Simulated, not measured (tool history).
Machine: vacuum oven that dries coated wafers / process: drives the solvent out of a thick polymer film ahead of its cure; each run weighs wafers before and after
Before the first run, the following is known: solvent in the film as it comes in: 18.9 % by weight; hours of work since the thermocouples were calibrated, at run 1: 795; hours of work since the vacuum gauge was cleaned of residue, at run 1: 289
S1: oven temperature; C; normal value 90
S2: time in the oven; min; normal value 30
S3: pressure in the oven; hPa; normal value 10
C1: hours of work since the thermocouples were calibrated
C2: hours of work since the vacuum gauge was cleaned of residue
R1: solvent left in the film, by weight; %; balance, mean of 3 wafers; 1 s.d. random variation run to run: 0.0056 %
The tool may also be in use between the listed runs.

{"run": 1, "hour": 0.0, "S1": 90, "S2": 30, "S3": 10, "C1": 795, "C2": 289, "R1": 1.276}
{"run": 2, "hour": 46.0, "S1": 90, "S2": 30, "S3": 10, "C1": 819, "C2": 314, "R1": 1.269}
{"run": 3, "hour": 105.0, "S1": 90, "S2": 30, "S3": 10, "C1": 850, "C2": 345, "R1": 1.268}
{"run": 4, "hour": 172.3, "S1": 90, "S2": 30, "S3": 10, "C1": 886, "C2": 381, "R1": 1.271}
{"run": 5, "hour": 209.4, "S1": 90, "S2": 30, "S3": 10, "C1": 906, "C2": 400, "R1": 1.276}
{"run": 6, "hour": 255.6, "S1": 90, "S2": 30, "S3": 10, "C1": 930, "C2": 425, "R1": 1.269}
{"run": 7, "hour": 318.3, "S1": 90, "S2": 30, "S3": 10, "C1": 963, "C2": 458, "R1": 1.275}
{"run": 8, "hour": 356.0, "S1": 90, "S2": 30, "S3": 10, "C1": 983, "C2": 478, "R1": 1.27}
{"run": 9, "hour": 405.9, "S1": 90, "S2": 30, "S3": 10, "C1": 1010, "C2": 504, "R1": 1.264}
{"run": 10, "hour": 458.4, "S1": 90, "S2": 30, "S3": 12.6, "C1": 1037, "C2": 532, "R1": 1.35}
{"run": 11, "hour": 490.9, "S1": 90, "S2": 30, "S3": 12.6, "C1": 1055, "C2": 549, "R1": 1.345}
{"run": 12, "hour": 556.5, "S1": 87, "S2": 38, "S3": 10, "C1": 1089, "C2": 584, "R1": 1.216}
{"run": 13, "hour": 613.8, "S1": 90, "S2": 31, "S3": 10, "C1": 1120, "C2": 614, "R1": 1.18}
{"run": 14, "hour": 654.8, "S1": 82, "S2": 30, "S3": 33.5, "C1": 1141, "C2": 636, "R1": 4.282}
{"hour": 710.0, "done": "oven's thermocouples calibrated"}
{"run": 15, "hour": 727.7, "S1": 82, "S2": 30, "S3": 33.5, "C1": 9, "C2": 673, "R1": 4.293}

Predict the results of run 16:
{"run": 16, "hour": 788.5, "S1": 90, "S2": 27, "S3": 13.8, "C1": 42, "C2": 706, "R1": "?"}

{"run 16": {"R1": 1.686}}
Had the tool carried no hidden state, the very same run would have given R1 1.686 %.
